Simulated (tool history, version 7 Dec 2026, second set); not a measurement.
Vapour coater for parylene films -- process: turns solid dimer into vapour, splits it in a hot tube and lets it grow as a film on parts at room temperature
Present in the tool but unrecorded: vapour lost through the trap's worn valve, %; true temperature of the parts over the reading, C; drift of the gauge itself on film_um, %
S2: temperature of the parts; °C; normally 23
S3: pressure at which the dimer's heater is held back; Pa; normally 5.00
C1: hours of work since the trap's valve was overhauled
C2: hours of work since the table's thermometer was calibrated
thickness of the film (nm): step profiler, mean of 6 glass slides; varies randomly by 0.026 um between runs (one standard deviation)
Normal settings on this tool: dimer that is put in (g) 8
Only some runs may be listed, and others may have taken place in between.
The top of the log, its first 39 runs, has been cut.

Run 40, hour 446.9: usual settings but dimer that is put in (g) 5, S2 19 °C; C1 244; C2 588. Result: thickness of the film (nm) 1800.
Run 41, hour 456.1: usual settings but dimer that is put in (g) 6, S2 28 °C, S3 9.63 Pa; C1 249; C2 594. Result: thickness of the film (nm) 1300.
Run 42, hour 463.9: usual settings but dimer that is put in (g) 6, S2 21 °C, S3 3.93 Pa; C1 254; C2 599. Result: thickness of the film (nm) 2020.
Run 43, hour 470.6: usual settings but dimer that is put in (g) 6, S2 21 °C, S3 3.93 Pa; C1 258; C2 603. Result: thickness of the film (nm) 2040.
Run 44, hour 479.0: usual settings but dimer that is put in (g) 6, S2 27 °C, S3 2.84 Pa; C1 263; C2 608. Result: thickness of the film (nm) 1680.
Run 45, hour 489.2: usual settings but dimer that is put in (g) 13, S2 24 °C, S3 10.83 Pa; C1 269; C2 614. Result: thickness of the film (nm) 3250.
Run 46, hour 497.1: usual settings but dimer that is put in (g) 13, S2 24 °C, S3 10.83 Pa; C1 274; C2 619. Result: thickness of the film (nm) 3200.
Run 47, hour 505.7: usual settings but dimer that is put in (g) 13, S2 24 °C, S3 10.83 Pa; C1 279; C2 624. Result: thickness of the film (nm) 3220.

Alternative continuations, all from the tool just after run 47; predict every row:
Run A, hour 517.0: usual settings but dimer that is put in (g) 5, S2 24 °C, S3 2.31 Pa; C1 286; C2 631. Result: thickness of the film (nm) ?.
Run B, hour 517.0: usual settings but dimer that is put in (g) 4, S2 24 °C, S3 6.06 Pa; C1 286; C2 631. Result: thickness of the film (nm) ?.
Run C, hour 517.0: usual settings but S2 27 °C, S3 2.27 Pa; C1 286; C2 631. Result: thickness of the film (nm) ?.
Run D, hour 517.0: usual settings but dimer that is put in (g) 13, S2 20 °C, S3 10.83 Pa; C1 286; C2 631. Result: thickness of the film (nm) ?.

run  thickness of the film (nm)
  A                        1630
  B                        1130
  C                        2370
  D                        3780
The same runs, with their run-to-run variation unchanged, on a tool lacking any hidden condition would have given:
run  thickness of the film (nm)
  A                        1910
  B                        1320
  C                        2770
  D                        4430
